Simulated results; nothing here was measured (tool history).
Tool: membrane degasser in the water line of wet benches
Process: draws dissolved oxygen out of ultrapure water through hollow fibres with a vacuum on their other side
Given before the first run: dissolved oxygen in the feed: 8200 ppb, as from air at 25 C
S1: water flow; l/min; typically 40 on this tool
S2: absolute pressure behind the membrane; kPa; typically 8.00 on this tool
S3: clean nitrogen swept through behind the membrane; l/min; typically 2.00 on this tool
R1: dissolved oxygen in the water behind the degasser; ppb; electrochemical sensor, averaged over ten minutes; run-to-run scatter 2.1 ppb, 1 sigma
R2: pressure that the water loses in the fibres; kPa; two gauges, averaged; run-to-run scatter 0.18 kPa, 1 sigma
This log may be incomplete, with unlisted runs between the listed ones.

run 1 day=0.000 | S1=40 S2=8.00 S3=2.00 | R1=262.9 R2=34.03
-- day=2.196 vacuum gauge calibrated
run 2 day=12.100 | S1=40 S2=8.00 S3=3.19 | R1=193.5 R2=34.20
run 3 day=22.188 | S1=28 S2=8.00 S3=2.00 | R1=182.5 R2=23.97
run 4 day=30.438 | S1=28 S2=8.00 S3=2.00 | R1=188.7 R2=23.97
run 5 day=43.625 | S1=28 S2=8.00 S3=2.00 | R1=185.5 R2=24.08
run 6 day=55.500 | S1=28 S2=8.00 S3=2.00 | R1=188.5 R2=23.86
run 7 day=66.308 | S1=28 S2=8.00 S3=2.00 | R1=189.1 R2=24.30
-- day=70.942 vacuum gauge calibrated, once more
run 8 day=72.850 | S1=28 S2=8.00 S3=2.00 | R1=177.0 R2=23.86
run 9 day=87.571 | S1=28 S2=8.00 S3=2.00 | R1=181.4 R2=24.25
run 10 day=95.962 | S1=40 S2=8.00 S3=4.71 | R1=152.6 R2=34.73
run 11 day=110.912 | S1=57 S2=8.73 S3=5.95 | R1=225.5 R2=49.48
run 12 day=117.621 | S1=51 S2=14.57 S3=0.85 | R1=1182.1 R2=44.62
run 13 day=132.183 | S1=36 S2=5.06 S3=2.53 | R1=111.6 R2=31.70
run 14 day=139.308 | S1=36 S2=5.06 S3=0.94 | R1=195.7 R2=31.47
run 15 day=152.800 | S1=36 S2=5.06 S3=0.94 | R1=196.9 R2=31.59
run 16 day=162.004 | S1=29 S2=7.05 S3=4.89 | R1=89.5 R2=25.45
run 17 day=168.517 | S1=29 S2=7.05 S3=4.89 | R1=90.7 R2=25.70

5 ways to go on from here, each from the tool as it stands after run 17. What would each give?
-- day=171.129 seals of the vacuum lines changed
run A day=181.883 | S1=60 S2=6.87 S3=1.68 | R1=? R2=?
-- day=171.129 seals of the vacuum lines changed
run B day=181.883 | S1=30 S2=7.05 S3=4.89 | R1=? R2=?
-- day=171.129 seals of the vacuum lines changed
run C day=181.883 | S1=42 S2=8.00 S3=4.97 | R1=? R2=?
-- day=171.129 seals of the vacuum lines changed
run D day=181.883 | S1=29 S2=13.12 S3=4.89 | R1=? R2=?
-- day=171.129 seals of the vacuum lines changed
run E day=181.883 | S1=41 S2=5.24 S3=3.75 | R1=? R2=?

run=A R1=385.9 R2=53.35
run=B R1=95.4 R2=26.46
run=C R1=162.6 R2=37.19
run=D R1=176.2 R2=25.67
run=E R1=119.1 R2=36.43
Without the tool's unlogged condition, the same runs would have read:
run=A R1=342.3 R2=48.99
run=B R1=79.7 R2=24.30
run=C R1=137.5 R2=34.16
run=D R1=161.4 R2=23.57
run=E R1=93.7 R2=33.45
